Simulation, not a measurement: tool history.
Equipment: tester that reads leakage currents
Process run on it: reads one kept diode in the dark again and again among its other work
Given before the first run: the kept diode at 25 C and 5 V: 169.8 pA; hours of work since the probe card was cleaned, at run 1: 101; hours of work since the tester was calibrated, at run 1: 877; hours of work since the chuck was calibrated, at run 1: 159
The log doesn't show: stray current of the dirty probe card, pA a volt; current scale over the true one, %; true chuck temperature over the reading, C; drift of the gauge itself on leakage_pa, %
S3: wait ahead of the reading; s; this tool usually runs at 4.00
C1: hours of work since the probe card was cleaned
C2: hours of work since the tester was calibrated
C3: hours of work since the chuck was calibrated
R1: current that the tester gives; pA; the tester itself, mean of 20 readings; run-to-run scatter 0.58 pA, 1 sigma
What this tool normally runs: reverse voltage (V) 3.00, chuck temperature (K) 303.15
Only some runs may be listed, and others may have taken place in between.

{"run": 1, "hour": 0.0, "reverse voltage (V)": 3.0, "chuck temperature (K)": 303.15, "S3": 4.0, "C1": 101, "C2": 877, "C3": 159, "R1": 190.33}
{"run": 2, "hour": 35.7, "reverse voltage (V)": 3.0, "chuck temperature (K)": 303.15, "S3": 1.39, "C1": 122, "C2": 898, "C3": 180, "R1": 190.8}
{"run": 3, "hour": 71.5, "reverse voltage (V)": 1.47, "chuck temperature (K)": 303.15, "S3": 4.0, "C1": 143, "C2": 919, "C3": 201, "R1": 127.62}
{"run": 4, "hour": 103.8, "reverse voltage (V)": 1.47, "chuck temperature (K)": 303.15, "S3": 4.0, "C1": 162, "C2": 938, "C3": 220, "R1": 126.66}
{"run": 5, "hour": 134.5, "reverse voltage (V)": 3.0, "chuck temperature (K)": 332.15, "S3": 4.0, "C1": 180, "C2": 956, "C3": 238, "R1": 1627.53}
{"run": 6, "hour": 167.2, "reverse voltage (V)": 3.0, "chuck temperature (K)": 327.15, "S3": 4.0, "C1": 199, "C2": 976, "C3": 257, "R1": 1161.87}
{"run": 7, "hour": 195.2, "reverse voltage (V)": 3.0, "chuck temperature (K)": 327.15, "S3": 4.0, "C1": 216, "C2": 992, "C3": 273, "R1": 1151.46}
{"run": 8, "hour": 221.3, "reverse voltage (V)": 3.0, "chuck temperature (K)": 303.15, "S3": 4.0, "C1": 231, "C2": 1007, "C3": 289, "R1": 188.92}
{"run": 9, "hour": 238.1, "reverse voltage (V)": 3.0, "chuck temperature (K)": 303.15, "S3": 4.0, "C1": 241, "C2": 1017, "C3": 298, "R1": 187.74}
{"run": 10, "hour": 270.2, "reverse voltage (V)": 3.0, "chuck temperature (K)": 303.15, "S3": 4.0, "C1": 260, "C2": 1036, "C3": 317, "R1": 189.2}
{"run": 11, "hour": 288.0, "reverse voltage (V)": 3.0, "chuck temperature (K)": 303.15, "S3": 4.0, "C1": 270, "C2": 1047, "C3": 328, "R1": 188.73}
{"run": 12, "hour": 322.5, "reverse voltage (V)": 3.0, "chuck temperature (K)": 303.15, "S3": 4.0, "C1": 290, "C2": 1067, "C3": 348, "R1": 188.06}
{"run": 13, "hour": 357.0, "reverse voltage (V)": 3.0, "chuck temperature (K)": 303.15, "S3": 4.0, "C1": 311, "C2": 1087, "C3": 368, "R1": 187.57}
{"run": 14, "hour": 384.8, "reverse voltage (V)": 3.0, "chuck temperature (K)": 303.15, "S3": 4.0, "C1": 327, "C2": 1103, "C3": 385, "R1": 188.68}
{"run": 15, "hour": 405.5, "reverse voltage (V)": 3.0, "chuck temperature (K)": 303.15, "S3": 4.0, "C1": 339, "C2": 1116, "C3": 397, "R1": 188.26}
{"run": 16, "hour": 436.4, "reverse voltage (V)": 5.9, "chuck temperature (K)": 303.15, "S3": 4.0, "C1": 357, "C2": 1134, "C3": 415, "R1": 276.72}
{"run": 17, "hour": 452.6, "reverse voltage (V)": 5.9, "chuck temperature (K)": 303.15, "S3": 4.0, "C1": 367, "C2": 1143, "C3": 424, "R1": 275.76}
{"run": 18, "hour": 486.3, "reverse voltage (V)": 5.9, "chuck temperature (K)": 303.15, "S3": 4.0, "C1": 387, "C2": 1163, "C3": 444, "R1": 274.63}
{"run": 19, "hour": 513.4, "reverse voltage (V)": 5.9, "chuck temperature (K)": 303.15, "S3": 4.0, "C1": 403, "C2": 1179, "C3": 460, "R1": 275.27}
{"run": 20, "hour": 548.4, "reverse voltage (V)": 3.0, "chuck temperature (K)": 303.15, "S3": 4.0, "C1": 423, "C2": 1199, "C3": 481, "R1": 187.69}
{"run": 21, "hour": 572.0, "reverse voltage (V)": 1.13, "chuck temperature (K)": 306.15, "S3": 4.0, "C1": 437, "C2": 1213, "C3": 494, "R1": 137.76}
{"run": 22, "hour": 596.6, "reverse voltage (V)": 17.46, "chuck temperature (K)": 323.15, "S3": 8.67, "C1": 451, "C2": 1228, "C3": 509, "R1": 2325.85}
{"run": 23, "hour": 618.8, "reverse voltage (V)": 17.46, "chuck temperature (K)": 323.15, "S3": 8.67, "C1": 464, "C2": 1241, "C3": 522, "R1": 2322.66}
{"run": 24, "hour": 652.2, "reverse voltage (V)": 17.46, "chuck temperature (K)": 303.15, "S3": 1.76, "C1": 484, "C2": 1260, "C3": 542, "R1": 510.29}
{"run": 25, "hour": 683.2, "reverse voltage (V)": 6.29, "chuck temperature (K)": 300.15, "S3": 1.76, "C1": 502, "C2": 1279, "C3": 560, "R1": 222.21}
{"run": 26, "hour": 711.4, "reverse voltage (V)": 5.96, "chuck temperature (K)": 303.15, "S3": 2.15, "C1": 519, "C2": 1295, "C3": 576, "R1": 276.82}
{"run": 27, "hour": 741.8, "reverse voltage (V)": 5.96, "chuck temperature (K)": 303.15, "S3": 2.15, "C1": 537, "C2": 1313, "C3": 594, "R1": 275.6}
{"run": 28, "hour": 776.6, "reverse voltage (V)": 5.96, "chuck temperature (K)": 303.15, "S3": 2.28, "C1": 557, "C2": 1333, "C3": 615, "R1": 276.96}
{"run": 29, "hour": 813.1, "reverse voltage (V)": 3.87, "chuck temperature (K)": 301.15, "S3": 4.0, "C1": 579, "C2": 1355, "C3": 636, "R1": 183.04}
{"run": 30, "hour": 836.1, "reverse voltage (V)": 3.87, "chuck temperature (K)": 301.15, "S3": 4.0, "C1": 592, "C2": 1368, "C3": 649, "R1": 183.1}
{"run": 31, "hour": 865.9, "reverse voltage (V)": 3.14, "chuck temperature (K)": 297.15, "S3": 0.83, "C1": 609, "C2": 1386, "C3": 667, "R1": 117.36}
{"run": 32, "hour": 890.2, "reverse voltage (V)": 3.0, "chuck temperature (K)": 294.15, "S3": 1.45, "C1": 624, "C2": 1400, "C3": 681, "R1": 88.58}
{"run": 33, "hour": 926.1, "reverse voltage (V)": 3.0, "chuck temperature (K)": 302.15, "S3": 1.09, "C1": 645, "C2": 1421, "C3": 702, "R1": 171.39}
{"run": 34, "hour": 943.0, "reverse voltage (V)": 3.0, "chuck temperature (K)": 302.15, "S3": 1.09, "C1": 655, "C2": 1431, "C3": 712, "R1": 171.95}
{"run": 35, "hour": 962.9, "reverse voltage (V)": 3.0, "chuck temperature (K)": 300.15, "S3": 4.0, "C1": 666, "C2": 1443, "C3": 724, "R1": 145.38}
{"run": 36, "hour": 996.7, "reverse voltage (V)": 3.0, "chuck temperature (K)": 300.15, "S3": 0.4, "C1": 686, "C2": 1463, "C3": 744, "R1": 147.37}
{"run": 37, "hour": 1017.5, "reverse voltage (V)": 3.0, "chuck temperature (K)": 294.15, "S3": 0.78, "C1": 699, "C2": 1475, "C3": 756, "R1": 87.87}
{"run": 38, "hour": 1042.1, "reverse voltage (V)": 3.0, "chuck temperature (K)": 294.15, "S3": 0.78, "C1": 713, "C2": 1489, "C3": 770, "R1": 88.65}
{"run": 39, "hour": 1058.1, "reverse voltage (V)": 3.0, "chuck temperature (K)": 294.15, "S3": 0.78, "C1": 722, "C2": 1499, "C3": 780, "R1": 88.62}

Here are 5 independent what-if runs from the current tool condition. What would each one return?
{"run": "A", "hour": 1093.6, "reverse voltage (V)": 3.0, "chuck temperature (K)": 320.15, "S3": 0.83, "C1": 743, "C2": 1520, "C3": 801, "R1": "?"}
{"run": "B", "hour": 1093.6, "reverse voltage (V)": 1.6, "chuck temperature (K)": 327.15, "S3": 4.0, "C1": 743, "C2": 1520, "C3": 801, "R1": "?"}
{"run": "C", "hour": 1093.6, "reverse voltage (V)": 1.59, "chuck temperature (K)": 301.15, "S3": 0.78, "C1": 743, "C2": 1520, "C3": 801, "R1": "?"}
{"run": "D", "hour": 1093.6, "reverse voltage (V)": 3.0, "chuck temperature (K)": 303.15, "S3": 1.4, "C1": 743, "C2": 1520, "C3": 801, "R1": "?"}
{"run": "E", "hour": 1093.6, "reverse voltage (V)": 3.0, "chuck temperature (K)": 305.15, "S3": 0.68, "C1": 743, "C2": 1520, "C3": 801, "R1": "?"}

run=A R1=685.18
run=B R1=792.99
run=C R1=110.56
run=D R1=185.42
run=E R1=219.41
Had the tool no hidden state, the same runs would have come out as:
run=A R1=715.16
run=B R1=827.41
run=C R1=115.38
run=D R1=193.27
run=E R1=228.82

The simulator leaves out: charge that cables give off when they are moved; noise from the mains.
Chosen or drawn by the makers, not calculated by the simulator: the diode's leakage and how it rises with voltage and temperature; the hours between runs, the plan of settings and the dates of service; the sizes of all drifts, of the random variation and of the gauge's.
